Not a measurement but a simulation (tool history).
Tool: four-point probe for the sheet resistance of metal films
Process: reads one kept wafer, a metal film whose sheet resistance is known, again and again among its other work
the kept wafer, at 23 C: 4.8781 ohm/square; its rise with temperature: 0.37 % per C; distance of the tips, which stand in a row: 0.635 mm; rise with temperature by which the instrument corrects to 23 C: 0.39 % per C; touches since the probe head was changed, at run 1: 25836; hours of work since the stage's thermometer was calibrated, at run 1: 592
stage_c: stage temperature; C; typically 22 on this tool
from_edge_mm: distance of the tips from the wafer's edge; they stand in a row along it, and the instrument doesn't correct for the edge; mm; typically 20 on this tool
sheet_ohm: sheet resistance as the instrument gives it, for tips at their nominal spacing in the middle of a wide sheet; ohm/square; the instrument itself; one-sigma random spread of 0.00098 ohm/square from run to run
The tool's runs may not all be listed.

| run | hour | stage_c | from_edge_mm | touches since the probe head was changed | hours of work since the stage's thermometer was calibrated | sheet_ohm |
|---|---|---|---|---|---|---|
| 1 | 0.0 | 22 | 20 | 25836 | 592 | 4.862653 |
| 2 | 42.9 | 22 | 20 | 26665 | 623 | 4.864514 |
| 3 | 75.2 | 30 | 20 | 27290 | 646 | 4.854308 |
| 4 | 113.2 | 30 | 20 | 28025 | 673 | 4.855278 |
| 5 | 149.9 | 30 | 20 | 28734 | 700 | 4.855263 |
| 6 | 170.2 | 30 | 20 | 29127 | 714 | 4.854312 |
| 7 | 189.9 | 30 | 20 | 29508 | 729 | 4.853131 |
| 8 | 208.1 | 22 | 50 | 29859 | 742 | 4.860750 |
| 9 | 233.1 | 22 | 28 | 30343 | 760 | 4.860954 |
| 10 | 255.6 | 22 | 28 | 30779 | 776 | 4.861443 |
| 11 | 292.7 | 22 | 28 | 31496 | 803 | 4.861543 |
| 12 | 337.7 | 22 | 28 | 32365 | 835 | 4.860716 |
|  | 340.8 | stage's thermometer calibrated |
| 13 | 360.1 | 22 | 28 | 32789 | 14 | 4.863969 |
| 14 | 401.2 | 22 | 6 | 33583 | 43 | 4.890761 |
| 15 | 434.0 | 22 | 6 | 34219 | 67 | 4.892361 |
|  | 442.6 | stage's thermometer calibrated, once more |
| 16 | 458.5 | 22 | 6 | 34682 | 11 | 4.880439 |
| 17 | 481.0 | 22 | 4 | 35117 | 28 | 4.917135 |
| 18 | 518.0 | 22 | 4 | 35833 | 54 | 4.917288 |
| 19 | 540.9 | 22 | 4 | 36275 | 71 | 4.916887 |

What will run 20 give?
| 20 | 580.9 | 20 | 43 | 37048 | 100 | ? |

{"run 20": {"sheet_ohm": 4.856459}}
Minus the tool's unlogged condition, the same run would have read sheet_ohm 4.883835 ohm/square.
